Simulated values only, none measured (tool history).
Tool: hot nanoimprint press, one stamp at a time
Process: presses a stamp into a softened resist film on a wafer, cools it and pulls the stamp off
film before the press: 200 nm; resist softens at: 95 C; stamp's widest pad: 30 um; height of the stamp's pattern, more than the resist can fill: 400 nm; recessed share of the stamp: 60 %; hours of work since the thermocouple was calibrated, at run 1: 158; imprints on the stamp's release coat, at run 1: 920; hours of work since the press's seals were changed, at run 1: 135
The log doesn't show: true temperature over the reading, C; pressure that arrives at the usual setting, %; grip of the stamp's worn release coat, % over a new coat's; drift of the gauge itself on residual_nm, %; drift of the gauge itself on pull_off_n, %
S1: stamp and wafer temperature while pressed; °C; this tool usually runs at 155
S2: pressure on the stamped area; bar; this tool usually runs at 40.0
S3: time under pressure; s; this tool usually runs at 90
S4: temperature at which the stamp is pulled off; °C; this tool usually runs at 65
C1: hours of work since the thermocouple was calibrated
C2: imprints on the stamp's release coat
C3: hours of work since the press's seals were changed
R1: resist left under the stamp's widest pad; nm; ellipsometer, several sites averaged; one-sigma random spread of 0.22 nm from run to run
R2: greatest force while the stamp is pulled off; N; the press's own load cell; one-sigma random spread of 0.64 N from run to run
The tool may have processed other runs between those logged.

{"run": 1, "hour": 0.0, "S1": 155, "S2": 40.0, "S3": 90, "S4": 65, "C1": 158, "C2": 920, "C3": 135, "R1": 112.1, "R2": 137.1}
{"run": 2, "hour": 8.4, "S1": 155, "S2": 40.0, "S3": 90, "S4": 65, "C1": 165, "C2": 943, "C3": 142, "R1": 112.2, "R2": 136.7}
{"run": 3, "hour": 17.5, "S1": 155, "S2": 35.4, "S3": 90, "S4": 65, "C1": 172, "C2": 967, "C3": 149, "R1": 117.9, "R2": 137.6}
{"run": 4, "hour": 25.2, "S1": 155, "S2": 40.0, "S3": 90, "S4": 65, "C1": 178, "C2": 988, "C3": 155, "R1": 111.8, "R2": 138.3}
{"run": 5, "hour": 29.8, "S1": 155, "S2": 40.0, "S3": 90, "S4": 65, "C1": 182, "C2": 1000, "C3": 159, "R1": 112.0, "R2": 138.4}
{"run": 6, "hour": 37.6, "S1": 155, "S2": 40.0, "S3": 90, "S4": 65, "C1": 188, "C2": 1021, "C3": 165, "R1": 111.7, "R2": 138.7}
{"run": 7, "hour": 48.2, "S1": 155, "S2": 40.0, "S3": 90, "S4": 65, "C1": 197, "C2": 1049, "C3": 174, "R1": 111.8, "R2": 138.7}
{"hour": 55.2, "done": "stamp cleaned and given a new release coat"}
{"run": 8, "hour": 59.4, "S1": 155, "S2": 40.0, "S3": 90, "S4": 65, "C1": 201, "C2": 11, "C3": 178, "R1": 111.2, "R2": 121.6}
{"run": 9, "hour": 67.3, "S1": 155, "S2": 40.0, "S3": 90, "S4": 65, "C1": 207, "C2": 32, "C3": 184, "R1": 111.5, "R2": 122.4}
{"run": 10, "hour": 74.0, "S1": 155, "S2": 40.0, "S3": 90, "S4": 65, "C1": 212, "C2": 50, "C3": 189, "R1": 111.9, "R2": 123.7}
{"run": 11, "hour": 81.3, "S1": 155, "S2": 40.0, "S3": 90, "S4": 65, "C1": 218, "C2": 69, "C3": 195, "R1": 111.5, "R2": 122.5}
{"run": 12, "hour": 92.1, "S1": 155, "S2": 40.0, "S3": 90, "S4": 65, "C1": 227, "C2": 98, "C3": 204, "R1": 111.5, "R2": 122.9}
{"run": 13, "hour": 97.4, "S1": 155, "S2": 40.0, "S3": 90, "S4": 65, "C1": 231, "C2": 112, "C3": 208, "R1": 111.5, "R2": 123.9}
{"run": 14, "hour": 106.3, "S1": 155, "S2": 40.0, "S3": 90, "S4": 65, "C1": 238, "C2": 136, "C3": 215, "R1": 110.9, "R2": 123.8}
{"run": 15, "hour": 113.1, "S1": 155, "S2": 40.0, "S3": 90, "S4": 65, "C1": 244, "C2": 154, "C3": 221, "R1": 110.8, "R2": 124.4}
{"run": 16, "hour": 121.3, "S1": 152, "S2": 40.0, "S3": 90, "S4": 65, "C1": 250, "C2": 176, "C3": 227, "R1": 128.7, "R2": 125.2}
{"run": 17, "hour": 125.9, "S1": 151, "S2": 40.0, "S3": 90, "S4": 65, "C1": 254, "C2": 188, "C3": 231, "R1": 134.8, "R2": 123.7}
{"run": 18, "hour": 131.3, "S1": 151, "S2": 40.0, "S3": 121, "S4": 65, "C1": 258, "C2": 203, "C3": 235, "R1": 124.6, "R2": 125.6}
{"run": 19, "hour": 141.6, "S1": 160, "S2": 40.0, "S3": 90, "S4": 60, "C1": 266, "C2": 230, "C3": 243, "R1": 83.9, "R2": 141.4}
{"run": 20, "hour": 147.4, "S1": 160, "S2": 40.0, "S3": 90, "S4": 60, "C1": 271, "C2": 246, "C3": 248, "R1": 84.2, "R2": 141.8}
{"run": 21, "hour": 155.9, "S1": 165, "S2": 37.6, "S3": 90, "S4": 65, "C1": 278, "C2": 268, "C3": 255, "R1": 65.2, "R2": 125.1}
{"run": 22, "hour": 162.5, "S1": 165, "S2": 37.6, "S3": 90, "S4": 70, "C1": 283, "C2": 286, "C3": 260, "R1": 64.9, "R2": 109.4}
{"run": 23, "hour": 167.6, "S1": 166, "S2": 42.7, "S3": 63, "S4": 61, "C1": 287, "C2": 299, "C3": 264, "R1": 66.9, "R2": 140.2}
{"run": 24, "hour": 174.0, "S1": 166, "S2": 42.7, "S3": 63, "S4": 61, "C1": 292, "C2": 317, "C3": 269, "R1": 66.7, "R2": 139.5}
{"run": 25, "hour": 183.7, "S1": 166, "S2": 42.7, "S3": 63, "S4": 61, "C1": 300, "C2": 342, "C3": 277, "R1": 66.6, "R2": 139.8}
{"run": 26, "hour": 190.7, "S1": 155, "S2": 40.0, "S3": 90, "S4": 67, "C1": 305, "C2": 361, "C3": 282, "R1": 110.3, "R2": 120.1}
{"run": 27, "hour": 197.6, "S1": 155, "S2": 47.9, "S3": 90, "S4": 65, "C1": 311, "C2": 379, "C3": 288, "R1": 102.4, "R2": 127.6}
{"run": 28, "hour": 202.7, "S1": 148, "S2": 58.8, "S3": 69, "S4": 72, "C1": 315, "C2": 393, "C3": 292, "R1": 145.6, "R2": 103.0}
{"run": 29, "hour": 210.3, "S1": 160, "S2": 37.9, "S3": 90, "S4": 65, "C1": 321, "C2": 413, "C3": 298, "R1": 85.3, "R2": 126.6}

Consider 3 possible next runs. They are alternatives, not a sequence: every one starts from the tool as it was left by run 29. What does each give?
{"run": "A", "hour": 218.4, "S1": 160, "S2": 46.4, "S3": 90, "S4": 56, "C1": 327, "C2": 435, "C3": 304, "R1": "?", "R2": "?"}
{"run": "B", "hour": 218.4, "S1": 159, "S2": 31.3, "S3": 90, "S4": 64, "C1": 327, "C2": 435, "C3": 304, "R1": "?", "R2": "?"}
{"run": "C", "hour": 218.4, "S1": 163, "S2": 37.9, "S3": 51, "S4": 65, "C1": 327, "C2": 435, "C3": 304, "R1": "?", "R2": "?"}

run=A R1=77.6 R2=158.2
run=B R1=98.6 R2=130.0
run=C R1=89.8 R2=127.2
What these runs would have given with no unlogged condition in the tool:
run=A R1=80.3 R2=152.0
run=B R1=102.0 R2=125.4
run=C R1=92.7 R2=122.7
